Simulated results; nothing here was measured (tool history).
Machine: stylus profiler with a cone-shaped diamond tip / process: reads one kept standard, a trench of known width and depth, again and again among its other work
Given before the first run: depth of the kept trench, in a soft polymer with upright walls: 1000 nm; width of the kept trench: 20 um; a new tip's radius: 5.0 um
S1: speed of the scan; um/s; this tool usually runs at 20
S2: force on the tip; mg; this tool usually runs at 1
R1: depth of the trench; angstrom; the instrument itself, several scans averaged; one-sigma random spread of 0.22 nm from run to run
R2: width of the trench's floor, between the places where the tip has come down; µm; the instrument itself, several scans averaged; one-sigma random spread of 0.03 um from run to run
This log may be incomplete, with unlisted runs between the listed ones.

{"run": 1, "day": 0.0, "S1": 20, "S2": 1, "R1": 10048.2, "R2": 13.5}
{"run": 2, "day": 0.525, "S1": 23, "S2": 1, "R1": 10050.2, "R2": 13.45}
{"run": 3, "day": 1.221, "S1": 23, "S2": 1, "R1": 10049.3, "R2": 13.43}
{"run": 4, "day": 1.912, "S1": 6, "S2": 1, "R1": 10050.2, "R2": 13.57}
{"run": 5, "day": 2.35, "S1": 6, "S2": 1, "R1": 10047.9, "R2": 13.58}
{"run": 6, "day": 3.025, "S1": 20, "S2": 1, "R1": 10049.8, "R2": 13.51}
{"run": 7, "day": 3.775, "S1": 20, "S2": 1, "R1": 10048.5, "R2": 13.43}
{"run": 8, "day": 4.596, "S1": 20, "S2": 1, "R1": 10044.8, "R2": 13.51}
{"run": 9, "day": 4.996, "S1": 20, "S2": 1, "R1": 10044.7, "R2": 13.48}
{"run": 10, "day": 5.504, "S1": 41, "S2": 1, "R1": 10047.1, "R2": 13.29}
{"run": 11, "day": 6.188, "S1": 41, "S2": 1, "R1": 10047.2, "R2": 13.33}
{"run": 12, "day": 7.054, "S1": 20, "S2": 1, "R1": 10045.6, "R2": 13.41}
{"run": 13, "day": 7.762, "S1": 20, "S2": 1, "R1": 10046.2, "R2": 13.39}
{"run": 14, "day": 8.621, "S1": 20, "S2": 1, "R1": 10047, "R2": 13.41}
{"run": 15, "day": 9.521, "S1": 20, "S2": 1, "R1": 10048, "R2": 13.41}
{"run": 16, "day": 9.946, "S1": 20, "S2": 1, "R1": 10046.3, "R2": 13.4}
{"run": 17, "day": 10.817, "S1": 20, "S2": 1.29, "R1": 10056.5, "R2": 13.43}
{"run": 18, "day": 11.462, "S1": 20, "S2": 1.29, "R1": 10056.7, "R2": 13.39}
{"run": 19, "day": 11.988, "S1": 20, "S2": 1, "R1": 10042.1, "R2": 13.37}
{"run": 20, "day": 12.933, "S1": 71, "S2": 1, "R1": 10037.4, "R2": 13}
{"run": 21, "day": 13.588, "S1": 71, "S2": 1, "R1": 10040.8, "R2": 12.94}
{"day": 13.662, "done": "height scale calibrated on a step standard"}
{"run": 22, "day": 14.254, "S1": 12, "S2": 1.56, "R1": 10062.7, "R2": 13.53}
{"run": 23, "day": 14.738, "S1": 12, "S2": 1.56, "R1": 10059.7, "R2": 13.48}
{"run": 24, "day": 15.608, "S1": 12, "S2": 1.56, "R1": 10058.8, "R2": 13.47}
{"run": 25, "day": 16.221, "S1": 12, "S2": 1.56, "R1": 10058.6, "R2": 13.39}
{"day": 16.796, "done": "height scale calibrated on a step standard, once more"}
{"run": 26, "day": 16.954, "S1": 15, "S2": 2.86, "R1": 10127.6, "R2": 13.46}
{"run": 27, "day": 17.417, "S1": 15, "S2": 2.86, "R1": 10132.7, "R2": 13.37}
{"run": 28, "day": 17.971, "S1": 46, "S2": 0.55, "R1": 10042.9, "R2": 13.03}
{"run": 29, "day": 18.625, "S1": 25, "S2": 1.68, "R1": 10090.3, "R2": 13.32}
{"run": 30, "day": 19.338, "S1": 25, "S2": 1.68, "R1": 10088.5, "R2": 13.31}
{"run": 31, "day": 20.046, "S1": 13, "S2": 1, "R1": 10059.7, "R2": 13.39}
{"run": 32, "day": 20.779, "S1": 20, "S2": 0.53, "R1": 10036.9, "R2": 13.28}
{"run": 33, "day": 21.6, "S1": 7, "S2": 2.33, "R1": 10107.2, "R2": 13.41}
{"run": 34, "day": 22.204, "S1": 76, "S2": 0.97, "R1": 10061, "R2": 12.86}
{"run": 35, "day": 22.658, "S1": 76, "S2": 0.97, "R1": 10054.4, "R2": 12.88}
{"run": 36, "day": 23.238, "S1": 76, "S2": 0.97, "R1": 10057.9, "R2": 12.84}
{"run": 37, "day": 24.15, "S1": 77, "S2": 0.36, "R1": 10029.9, "R2": 12.46}
{"run": 38, "day": 24.608, "S1": 20, "S2": 0.41, "R1": 10033.7, "R2": 13.22}
{"run": 39, "day": 25.008, "S1": 20, "S2": 2.86, "R1": 10124.2, "R2": 13.3}
{"run": 40, "day": 25.646, "S1": 25, "S2": 0.81, "R1": 10050.5, "R2": 13.24}
{"run": 41, "day": 26.521, "S1": 23, "S2": 0.52, "R1": 10033.8, "R2": 13.12}

For some of the steps in R1 from one run to the next: how much would appear even if the tool had no hidden state, given the settings, what came in and random variation, and how much remains for the hidden state plus any gauge scatter that the measured result and the result without hidden state don't share?
Unlogged tool condition in this case: radius of the tip, um; height scale over the true one, %; drift of the gauge itself on depth_nm, %; drift of the gauge itself on floor_um, %.
Run 14 -> 15: settings left as they were, no log entry in between. R1 +1 angstrom: hidden state -0.5, all else +1.5.
Run 21 -> 22: S1 71 -> 12, S2 1 -> 1.56, height scale calibrated on a step standard. R1 +21.9 angstrom: hidden state -5.5, all else +27.4.
Run 25 -> 26: S1 12 -> 15, S2 1.56 -> 2.86, height scale calibrated on a step standard, once more. R1 +69 angstrom: hidden state +26.4, all else +42.6.
Run 27 -> 28: S1 15 -> 46, S2 2.86 -> 0.55. R1 -89.8 angstrom: hidden state -0.2, all else -89.6.
Run 38 -> 39: S2 0.41 -> 2.86. R1 +90.5 angstrom: hidden state -0.3, all else +90.8.
Run 39 -> 40: S1 20 -> 25, S2 2.86 -> 0.81. R1 -73.7 angstrom: hidden state -0.2, all else -73.5.

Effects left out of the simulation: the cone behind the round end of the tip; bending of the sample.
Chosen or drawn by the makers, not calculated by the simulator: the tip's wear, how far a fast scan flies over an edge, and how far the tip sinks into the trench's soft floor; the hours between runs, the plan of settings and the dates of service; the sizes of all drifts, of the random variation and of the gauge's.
